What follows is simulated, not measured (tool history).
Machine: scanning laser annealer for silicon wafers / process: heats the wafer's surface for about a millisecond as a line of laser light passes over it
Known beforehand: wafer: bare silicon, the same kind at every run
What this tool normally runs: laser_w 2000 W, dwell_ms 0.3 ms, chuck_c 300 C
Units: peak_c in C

| run | day | laser_w | dwell_ms | chuck_c | peak_c |
|---|---|---|---|---|---|
| 1 | 0 | 2000 | 0.3 | 300 | 1018 |
| 2 | 1.788 | 2000 | 0.3 | 300 | 1015 |
| 3 | 3.458 | 2000 | 0.3 | 296 | 1006 |
| 4 | 5.458 | 2000 | 0.3 | 296 | 1004 |
|  | 6.033 | window over the wafer cleaned |
| 5 | 6.667 | 2000 | 0.3 | 296 | 1042 |
| 6 | 8.488 | 2000 | 0.3 | 296 | 1046 |
| 7 | 10.438 | 2000 | 0.376 | 300 | 1138 |
| 8 | 12.692 | 2000 | 0.376 | 300 | 1131 |
| 9 | 14.571 | 2000 | 0.3 | 267 | 1008 |
| 10 | 15.796 | 2000 | 0.3 | 267 | 1002 |
|  | 17.004 | optics aligned, line set to its width |
| 11 | 17.904 | 2000 | 0.3 | 267 | 1018 |
| 12 | 20.471 | 1879 | 0.3 | 334 | 1031 |
| 13 | 21.621 | 2179 | 0.309 | 293 | 1123 |
| 14 | 23.362 | 1828 | 0.293 | 300 | 961 |
| 15 | 25.492 | 2000 | 0.337 | 300 | 1090 |
| 16 | 28.2 | 2109 | 0.243 | 300 | 998 |
| 17 | 30.6 | 1968 | 0.23 | 269 | 893 |
| 18 | 32.175 | 1968 | 0.23 | 269 | 888 |

Alternative continuations, all from the tool just after run 18; predict every row:
| A | 34.229 | 1926 | 0.3 | 291 | ? |
| B | 34.229 | 2000 | 0.349 | 300 | ? |
| C | 34.229 | 1745 | 0.252 | 292 | ? |
| D | 34.229 | 1755 | 0.3 | 300 | ? |

| run | peak_c |
|---|---|
| A | 989 |
| B | 1087 |
| C | 862 |
| D | 930 |
With the hidden condition removed and each run's random variation left untouched, the same runs would have given:
| run | peak_c |
|---|---|
| A | 1036 |
| B | 1140 |
| C | 900 |
| D | 972 |

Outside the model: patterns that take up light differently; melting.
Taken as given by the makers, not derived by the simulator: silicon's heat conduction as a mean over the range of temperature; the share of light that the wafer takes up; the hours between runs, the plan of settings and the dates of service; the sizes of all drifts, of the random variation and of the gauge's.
